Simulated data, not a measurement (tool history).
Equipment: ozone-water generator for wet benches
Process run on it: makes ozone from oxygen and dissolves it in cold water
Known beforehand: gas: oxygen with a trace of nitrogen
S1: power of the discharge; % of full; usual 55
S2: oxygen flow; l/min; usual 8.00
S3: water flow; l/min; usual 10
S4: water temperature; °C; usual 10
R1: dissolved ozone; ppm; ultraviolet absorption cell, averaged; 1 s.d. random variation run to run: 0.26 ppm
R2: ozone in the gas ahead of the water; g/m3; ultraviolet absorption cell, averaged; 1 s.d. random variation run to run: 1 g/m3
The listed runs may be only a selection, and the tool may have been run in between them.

| run | hour | S1 | S2 | S3 | S4 | R1 | R2 |
|---|---|---|---|---|---|---|---|
| 1 | 0.0 | 55 | 8.00 | 10 | 10 | 39.7 | 177.8 |
| 2 | 27.0 | 55 | 8.00 | 10 | 10 | 39.6 | 178.5 |
| 3 | 76.3 | 55 | 8.00 | 11 | 10 | 37.6 | 178.1 |
| 4 | 105.6 | 55 | 8.00 | 10 | 10 | 39.8 | 180.0 |
| 5 | 156.6 | 55 | 8.00 | 10 | 10 | 39.8 | 178.2 |
| 6 | 198.3 | 55 | 4.71 | 10 | 10 | 39.2 | 218.8 |
|  | 228.6 | contactor cleaned |
| 7 | 248.0 | 55 | 8.00 | 10 | 10 | 39.7 | 176.0 |
| 8 | 299.5 | 55 | 8.00 | 10 | 10 | 39.6 | 177.0 |
| 9 | 333.8 | 55 | 13.25 | 10 | 10 | 37.4 | 146.0 |
| 10 | 358.5 | 55 | 13.25 | 10 | 15 | 33.0 | 146.9 |
| 11 | 405.8 | 55 | 13.25 | 10 | 15 | 32.8 | 146.1 |
| 12 | 456.1 | 55 | 5.92 | 10 | 10 | 39.1 | 199.8 |
| 13 | 513.3 | 84 | 8.00 | 10 | 10 | 54.1 | 241.1 |
| 14 | 541.5 | 84 | 8.00 | 10 | 10 | 53.3 | 242.1 |
| 15 | 596.4 | 69 | 8.00 | 10 | 10 | 46.4 | 207.1 |
| 16 | 620.7 | 55 | 11.55 | 15 | 10 | 31.8 | 153.0 |
| 17 | 669.1 | 55 | 8.00 | 10 | 10 | 39.7 | 177.6 |
| 18 | 704.6 | 55 | 8.00 | 10 | 10 | 39.5 | 176.6 |
| 19 | 737.0 | 90 | 8.09 | 10 | 10 | 56.5 | 249.8 |
| 20 | 794.8 | 55 | 8.00 | 9 | 10 | 41.5 | 177.7 |
| 21 | 826.6 | 63 | 8.00 | 10 | 10 | 43.8 | 196.4 |
| 22 | 850.0 | 63 | 8.00 | 10 | 10 | 43.3 | 197.3 |
| 23 | 888.3 | 63 | 8.00 | 10 | 10 | 43.4 | 196.3 |
| 24 | 913.8 | 63 | 8.00 | 10 | 10 | 43.6 | 196.5 |
| 25 | 938.7 | 56 | 8.00 | 10 | 11 | 39.1 | 181.5 |
| 26 | 991.2 | 56 | 8.00 | 10 | 11 | 39.2 | 181.5 |

Alternative continuations, all from the tool just after run 26; predict every row:
| A | 1032.1 | 55 | 9.07 | 7 | 10 | ? | ? |
| B | 1032.1 | 50 | 8.00 | 12 | 6 | ? | ? |
| C | 1032.1 | 56 | 5.21 | 9 | 9 | ? | ? |
| D | 1032.1 | 55 | 8.00 | 10 | 14 | ? | ? |
| E | 1032.1 | 56 | 8.00 | 9 | 11 | ? | ? |

| run | R1 | R2 |
|---|---|---|
| A | 45.2 | 170.7 |
| B | 36.3 | 167.2 |
| C | 43.1 | 211.4 |
| D | 36.7 | 177.9 |
| E | 41.4 | 181.3 |
Take away the tool's hidden state, keep each run's random variation, and the runs would have read:
| run | R1 | R2 |
|---|---|---|
| A | 45.3 | 170.8 |
| B | 36.3 | 167.3 |
| C | 43.1 | 211.4 |
| D | 36.7 | 177.9 |
| E | 41.4 | 181.3 |
